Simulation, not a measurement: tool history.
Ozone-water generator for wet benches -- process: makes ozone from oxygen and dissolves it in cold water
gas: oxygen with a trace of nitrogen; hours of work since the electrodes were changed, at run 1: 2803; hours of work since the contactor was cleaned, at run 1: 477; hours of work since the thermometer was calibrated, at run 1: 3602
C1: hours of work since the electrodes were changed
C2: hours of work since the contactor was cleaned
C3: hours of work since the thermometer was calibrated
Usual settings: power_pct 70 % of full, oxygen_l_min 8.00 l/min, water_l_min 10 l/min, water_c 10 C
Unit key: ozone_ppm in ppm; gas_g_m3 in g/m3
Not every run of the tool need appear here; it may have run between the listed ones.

{"run": 1, "day": 0.0, "power_pct": 70, "oxygen_l_min": 8.0, "water_l_min": 10, "water_c": 10, "C1": 2803, "C2": 477, "C3": 3602, "ozone_ppm": 40.7, "gas_g_m3": 200.7}
{"run": 2, "day": 4.262, "power_pct": 70, "oxygen_l_min": 8.0, "water_l_min": 10, "water_c": 10, "C1": 2892, "C2": 566, "C3": 3691, "ozone_ppm": 40.6, "gas_g_m3": 199.6}
{"run": 3, "day": 7.579, "power_pct": 70, "oxygen_l_min": 8.0, "water_l_min": 11, "water_c": 10, "C1": 2961, "C2": 635, "C3": 3760, "ozone_ppm": 37.8, "gas_g_m3": 203.7}
{"run": 4, "day": 11.583, "power_pct": 70, "oxygen_l_min": 8.0, "water_l_min": 11, "water_c": 10, "C1": 3044, "C2": 719, "C3": 3843, "ozone_ppm": 37.6, "gas_g_m3": 203.0}
{"run": 5, "day": 13.675, "power_pct": 56, "oxygen_l_min": 8.0, "water_l_min": 10, "water_c": 10, "C1": 3088, "C2": 762, "C3": 3887, "ozone_ppm": 33.7, "gas_g_m3": 166.8}
{"run": 6, "day": 15.988, "power_pct": 56, "oxygen_l_min": 8.0, "water_l_min": 10, "water_c": 10, "C1": 3136, "C2": 810, "C3": 3935, "ozone_ppm": 33.4, "gas_g_m3": 168.7}
{"run": 7, "day": 18.317, "power_pct": 48, "oxygen_l_min": 4.78, "water_l_min": 11, "water_c": 14, "C1": 3185, "C2": 859, "C3": 3983, "ozone_ppm": 25.3, "gas_g_m3": 177.8}
{"run": 8, "day": 21.167, "power_pct": 72, "oxygen_l_min": 7.0, "water_l_min": 10, "water_c": 14, "C1": 3244, "C2": 918, "C3": 4043, "ozone_ppm": 37.8, "gas_g_m3": 217.1}
{"run": 9, "day": 25.767, "power_pct": 70, "oxygen_l_min": 8.0, "water_l_min": 11, "water_c": 10, "C1": 3340, "C2": 1014, "C3": 4139, "ozone_ppm": 38.4, "gas_g_m3": 202.0}
{"run": 10, "day": 30.271, "power_pct": 43, "oxygen_l_min": 8.0, "water_l_min": 11, "water_c": 5, "C1": 3434, "C2": 1108, "C3": 4232, "ozone_ppm": 28.1, "gas_g_m3": 134.7}
{"run": 11, "day": 34.371, "power_pct": 75, "oxygen_l_min": 5.95, "water_l_min": 11, "water_c": 5, "C1": 3519, "C2": 1193, "C3": 4318, "ozone_ppm": 43.9, "gas_g_m3": 237.7}
{"run": 12, "day": 37.375, "power_pct": 75, "oxygen_l_min": 5.95, "water_l_min": 11, "water_c": 5, "C1": 3581, "C2": 1256, "C3": 4380, "ozone_ppm": 43.4, "gas_g_m3": 239.1}

4 options for the next run, each taken on its own from the tool as it stands now. Forecast them:
{"run": "A", "day": 40.054, "power_pct": 75, "oxygen_l_min": 5.95, "water_l_min": 10, "water_c": 5, "C1": 3637, "C2": 1312, "C3": 4436, "ozone_ppm": "?", "gas_g_m3": "?"}
{"run": "B", "day": 40.054, "power_pct": 86, "oxygen_l_min": 6.11, "water_l_min": 7, "water_c": 10, "C1": 3637, "C2": 1312, "C3": 4436, "ozone_ppm": "?", "gas_g_m3": "?"}
{"run": "C", "day": 40.054, "power_pct": 45, "oxygen_l_min": 5.95, "water_l_min": 10, "water_c": 5, "C1": 3637, "C2": 1312, "C3": 4436, "ozone_ppm": "?", "gas_g_m3": "?"}
{"run": "D", "day": 40.054, "power_pct": 44, "oxygen_l_min": 5.95, "water_l_min": 11, "water_c": 5, "C1": 3637, "C2": 1312, "C3": 4436, "ozone_ppm": "?", "gas_g_m3": "?"}

run=A ozone_ppm=46.5 gas_g_m3=237.2
run=B ozone_ppm=59.3 gas_g_m3=263.3
run=C ozone_ppm=30.8 gas_g_m3=156.4
run=D ozone_ppm=27.9 gas_g_m3=150.7
Had the tool no hidden state, the same runs would have come out as:
run=A ozone_ppm=46.6 gas_g_m3=237.7
run=B ozone_ppm=59.4 gas_g_m3=263.8
run=C ozone_ppm=30.8 gas_g_m3=156.6
run=D ozone_ppm=27.9 gas_g_m3=150.8

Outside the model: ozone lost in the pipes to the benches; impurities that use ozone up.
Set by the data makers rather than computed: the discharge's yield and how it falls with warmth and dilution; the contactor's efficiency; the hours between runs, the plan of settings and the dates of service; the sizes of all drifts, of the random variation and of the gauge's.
